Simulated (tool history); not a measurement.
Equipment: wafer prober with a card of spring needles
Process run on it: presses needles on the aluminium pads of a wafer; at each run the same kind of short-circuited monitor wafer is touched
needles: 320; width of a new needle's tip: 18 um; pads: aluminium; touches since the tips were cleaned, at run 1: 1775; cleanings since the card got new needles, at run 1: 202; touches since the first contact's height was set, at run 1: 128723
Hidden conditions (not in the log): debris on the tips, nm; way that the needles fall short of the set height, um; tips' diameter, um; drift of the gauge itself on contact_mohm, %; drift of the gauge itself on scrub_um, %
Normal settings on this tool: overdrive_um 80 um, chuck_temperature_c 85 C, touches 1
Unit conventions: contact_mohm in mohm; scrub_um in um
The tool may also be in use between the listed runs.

| run | hour | overdrive_um | chuck_temperature_c | touches | touches since the tips were cleaned | cleanings since the card got new needles | touches since the first contact's height was set | contact_mohm | scrub_um |
|---|---|---|---|---|---|---|---|---|---|
| 1 | 0.0 | 80 | 85 | 1 | 1775 | 202 | 128723 | 210 | 15.26 |
|  | 1.2 | tips cleaned on abrasive film |
|  | 5.5 | tips cleaned on abrasive film |
|  | 10.9 | tips cleaned on abrasive film |
|  | 15.2 | tips cleaned on abrasive film |
|  | 20.6 | tips cleaned on abrasive film |
|  | 25.5 | tips cleaned on abrasive film |
| 2 | 25.5 | 86 | 85 | 1 | 0 | 208 | 140515 | 201 | 16.23 |
|  | 30.9 | tips cleaned on abrasive film |
|  | 36.3 | tips cleaned on abrasive film |
|  | 41.7 | tips cleaned on abrasive film |
|  | 46.1 | tips cleaned on abrasive film |
| 3 | 49.9 | 80 | 85 | 1 | 1814 | 212 | 151863 | 211 | 14.88 |
|  | 51.1 | tips cleaned on abrasive film |
|  | 56.5 | tips cleaned on abrasive film |
|  | 60.8 | tips cleaned on abrasive film |
| 4 | 61.5 | 80 | 85 | 1 | 346 | 215 | 157227 | 205 | 14.66 |
|  | 65.9 | tips cleaned on abrasive film |
|  | 71.3 | tips cleaned on abrasive film |
| 5 | 74.7 | 80 | 85 | 1 | 1609 | 217 | 163352 | 210 | 14.98 |
|  | 75.8 | tips cleaned on abrasive film |
|  | 81.2 | tips cleaned on abrasive film |
|  | 85.6 | tips cleaned on abrasive film |
| 6 | 86.7 | 80 | 85 | 1 | 512 | 220 | 168883 | 204 | 14.71 |
|  | 90.0 | tips cleaned on abrasive film |
|  | 95.4 | tips cleaned on abrasive film |
|  | 100.8 | tips cleaned on abrasive film |
| 7 | 104.7 | 80 | 85 | 1 | 1832 | 223 | 177257 | 213 | 14.72 |
|  | 105.8 | tips cleaned on abrasive film |
|  | 110.2 | tips cleaned on abrasive film |
|  | 112.6 | height of the first contact set anew |
|  | 115.9 | tips cleaned on abrasive film |
|  | 121.3 | tips cleaned on abrasive film |
| 8 | 122.2 | 80 | 85 | 1 | 447 | 227 | 4461 | 202 | 16.06 |
|  | 126.6 | tips cleaned on abrasive film |
|  | 128.8 | tips cleaned on abrasive film, once more |
|  | 134.2 | tips cleaned on abrasive film |
| 9 | 137.3 | 81 | 85 | 1 | 1473 | 230 | 11454 | 208 | 16.33 |
|  | 139.5 | tips cleaned on abrasive film |
|  | 144.9 | tips cleaned on abrasive film |
|  | 150.3 | tips cleaned on abrasive film |
|  | 155.7 | tips cleaned on abrasive film |
|  | 161.1 | tips cleaned on abrasive film |
| 10 | 161.9 | 80 | 85 | 1 | 345 | 235 | 22839 | 204 | 15.87 |
|  | 166.2 | tips cleaned on abrasive film |
|  | 171.6 | tips cleaned on abrasive film |
|  | 183.6 | card fitted with new needles |
|  | 187.9 | tips cleaned on abrasive film |
|  | 193.3 | tips cleaned on abrasive film |
|  | 198.7 | tips cleaned on abrasive film |
| 11 | 199.5 | 62 | 55 | 1 | 375 | 3 | 7400 | 193 | 12.33 |
|  | 203.9 | tips cleaned on abrasive film |
|  | 209.3 | tips cleaned on abrasive film |
|  | 214.7 | tips cleaned on abrasive film |
|  | 220.1 | tips cleaned on abrasive film |
| 12 | 222.3 | 62 | 55 | 1 | 1073 | 7 | 18007 | 200 | 12.19 |

Run 13 has not been measured yet. What should we expect?
|  | 224.6 | tips cleaned on abrasive film |
|  | 228.9 | tips cleaned on abrasive film |
|  | 234.3 | tips cleaned on abrasive film |
|  | 239.7 | tips cleaned on abrasive film |
| 13 | 242.8 | 96 | 78 | 1 | 1457 | 11 | 27498 | ? | ? |

contact_mohm: 198 mohm
scrub_um: 19.17 um
On a tool with no hidden condition, and with the same random variation, this run would have come out at contact_mohm 194 mohm, scrub_um 19.34 um.
